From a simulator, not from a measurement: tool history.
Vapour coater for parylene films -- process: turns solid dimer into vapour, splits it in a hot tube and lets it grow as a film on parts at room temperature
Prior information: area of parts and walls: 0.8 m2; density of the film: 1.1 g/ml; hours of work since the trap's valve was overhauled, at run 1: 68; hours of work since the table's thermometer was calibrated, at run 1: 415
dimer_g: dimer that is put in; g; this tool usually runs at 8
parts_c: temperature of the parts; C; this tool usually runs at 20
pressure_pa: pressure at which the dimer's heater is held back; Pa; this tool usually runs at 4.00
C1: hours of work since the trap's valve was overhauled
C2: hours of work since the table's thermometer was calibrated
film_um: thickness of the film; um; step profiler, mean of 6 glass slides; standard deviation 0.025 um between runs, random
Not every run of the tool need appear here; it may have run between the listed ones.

{"run": 1, "day": 0.0, "dimer_g": 8, "parts_c": 20, "pressure_pa": 4.0, "C1": 68, "C2": 415, "film_um": 7.28}
{"run": 2, "day": 0.712, "dimer_g": 7, "parts_c": 20, "pressure_pa": 4.0, "C1": 77, "C2": 423, "film_um": 6.36}
{"run": 3, "day": 1.379, "dimer_g": 8, "parts_c": 14, "pressure_pa": 4.0, "C1": 85, "C2": 431, "film_um": 8.91}
{"run": 4, "day": 2.592, "dimer_g": 8, "parts_c": 14, "pressure_pa": 4.0, "C1": 100, "C2": 446, "film_um": 8.87}
{"run": 5, "day": 3.317, "dimer_g": 8, "parts_c": 14, "pressure_pa": 4.0, "C1": 108, "C2": 455, "film_um": 8.92}
{"run": 6, "day": 4.454, "dimer_g": 8, "parts_c": 17, "pressure_pa": 4.0, "C1": 122, "C2": 469, "film_um": 8.22}
{"run": 7, "day": 5.004, "dimer_g": 8, "parts_c": 17, "pressure_pa": 4.0, "C1": 129, "C2": 475, "film_um": 8.24}
{"run": 8, "day": 5.962, "dimer_g": 8, "parts_c": 17, "pressure_pa": 4.0, "C1": 141, "C2": 487, "film_um": 8.18}
{"run": 9, "day": 6.908, "dimer_g": 8, "parts_c": 17, "pressure_pa": 4.0, "C1": 152, "C2": 499, "film_um": 8.22}
{"run": 10, "day": 7.929, "dimer_g": 8, "parts_c": 12, "pressure_pa": 4.0, "C1": 164, "C2": 511, "film_um": 8.88}
{"run": 11, "day": 9.108, "dimer_g": 8, "parts_c": 20, "pressure_pa": 6.59, "C1": 179, "C2": 525, "film_um": 7.03}
{"run": 12, "day": 9.629, "dimer_g": 8, "parts_c": 20, "pressure_pa": 6.59, "C1": 185, "C2": 532, "film_um": 6.97}
{"run": 13, "day": 10.192, "dimer_g": 8, "parts_c": 20, "pressure_pa": 6.59, "C1": 192, "C2": 539, "film_um": 7.05}
{"run": 14, "day": 11.262, "dimer_g": 8, "parts_c": 20, "pressure_pa": 4.0, "C1": 205, "C2": 552, "film_um": 7.24}
{"run": 15, "day": 11.846, "dimer_g": 8, "parts_c": 20, "pressure_pa": 4.0, "C1": 212, "C2": 559, "film_um": 7.27}
{"run": 16, "day": 12.617, "dimer_g": 8, "parts_c": 20, "pressure_pa": 4.0, "C1": 222, "C2": 568, "film_um": 7.29}
{"run": 17, "day": 13.825, "dimer_g": 8, "parts_c": 20, "pressure_pa": 4.0, "C1": 236, "C2": 583, "film_um": 7.26}
{"run": 18, "day": 14.975, "dimer_g": 8, "parts_c": 20, "pressure_pa": 4.0, "C1": 250, "C2": 597, "film_um": 7.24}
{"run": 19, "day": 15.879, "dimer_g": 8, "parts_c": 18, "pressure_pa": 4.0, "C1": 261, "C2": 608, "film_um": 7.87}
{"run": 20, "day": 16.842, "dimer_g": 8, "parts_c": 20, "pressure_pa": 4.0, "C1": 273, "C2": 619, "film_um": 7.24}
{"run": 21, "day": 17.462, "dimer_g": 8, "parts_c": 20, "pressure_pa": 4.0, "C1": 280, "C2": 627, "film_um": 7.23}
{"run": 22, "day": 18.379, "dimer_g": 8, "parts_c": 20, "pressure_pa": 4.0, "C1": 292, "C2": 638, "film_um": 7.22}
{"run": 23, "day": 19.504, "dimer_g": 8, "parts_c": 20, "pressure_pa": 2.03, "C1": 305, "C2": 652, "film_um": 7.67}
{"run": 24, "day": 20.117, "dimer_g": 6, "parts_c": 17, "pressure_pa": 10.88, "C1": 313, "C2": 659, "film_um": 5.71}
{"run": 25, "day": 20.658, "dimer_g": 6, "parts_c": 17, "pressure_pa": 10.88, "C1": 319, "C2": 666, "film_um": 5.67}
{"run": 26, "day": 21.183, "dimer_g": 6, "parts_c": 17, "pressure_pa": 10.88, "C1": 326, "C2": 672, "film_um": 5.68}
{"run": 27, "day": 22.221, "dimer_g": 13, "parts_c": 19, "pressure_pa": 4.0, "C1": 338, "C2": 685, "film_um": 12.29}
{"run": 28, "day": 23.375, "dimer_g": 8, "parts_c": 16, "pressure_pa": 4.0, "C1": 352, "C2": 699, "film_um": 8.51}
{"run": 29, "day": 24.525, "dimer_g": 7, "parts_c": 27, "pressure_pa": 2.64, "C1": 366, "C2": 713, "film_um": 4.93}
{"day": 25.121, "done": "trap's valve overhauled"}
{"run": 30, "day": 25.758, "dimer_g": 8, "parts_c": 24, "pressure_pa": 3.98, "C1": 8, "C2": 726, "film_um": 6.2}
{"run": 31, "day": 26.521, "dimer_g": 4, "parts_c": 32, "pressure_pa": 3.98, "C1": 17, "C2": 735, "film_um": 2.22}
{"run": 32, "day": 27.429, "dimer_g": 3, "parts_c": 16, "pressure_pa": 8.81, "C1": 28, "C2": 746, "film_um": 3.03}
{"run": 33, "day": 28.596, "dimer_g": 3, "parts_c": 16, "pressure_pa": 8.81, "C1": 42, "C2": 760, "film_um": 2.99}
{"run": 34, "day": 29.833, "dimer_g": 4, "parts_c": 15, "pressure_pa": 3.66, "C1": 57, "C2": 775, "film_um": 4.45}
{"run": 35, "day": 30.933, "dimer_g": 4, "parts_c": 15, "pressure_pa": 3.66, "C1": 71, "C2": 789, "film_um": 4.47}
{"run": 36, "day": 31.717, "dimer_g": 3, "parts_c": 20, "pressure_pa": 5.63, "C1": 80, "C2": 798, "film_um": 2.65}
{"run": 37, "day": 32.917, "dimer_g": 5, "parts_c": 29, "pressure_pa": 4.0, "C1": 95, "C2": 813, "film_um": 3.14}
{"run": 38, "day": 34.029, "dimer_g": 4, "parts_c": 20, "pressure_pa": 4.0, "C1": 108, "C2": 826, "film_um": 3.64}
{"run": 39, "day": 34.921, "dimer_g": 4, "parts_c": 20, "pressure_pa": 4.0, "C1": 119, "C2": 837, "film_um": 3.63}
{"run": 40, "day": 36.062, "dimer_g": 4, "parts_c": 20, "pressure_pa": 4.0, "C1": 133, "C2": 851, "film_um": 3.63}
{"run": 41, "day": 37.025, "dimer_g": 4, "parts_c": 20, "pressure_pa": 4.0, "C1": 145, "C2": 863, "film_um": 3.62}
{"run": 42, "day": 37.904, "dimer_g": 4, "parts_c": 20, "pressure_pa": 4.0, "C1": 155, "C2": 874, "film_um": 3.63}
{"run": 43, "day": 38.904, "dimer_g": 4, "parts_c": 17, "pressure_pa": 4.0, "C1": 168, "C2": 886, "film_um": 4.1}

What differs in the tool's unlogged condition from the final listed run ahead of each entry between runs to the first listed run following it?
From run 29 to run 30: trap's valve overhauled (day 25.121)
  vapour lost through the trap's worn valve, %: 0.1 -> 0

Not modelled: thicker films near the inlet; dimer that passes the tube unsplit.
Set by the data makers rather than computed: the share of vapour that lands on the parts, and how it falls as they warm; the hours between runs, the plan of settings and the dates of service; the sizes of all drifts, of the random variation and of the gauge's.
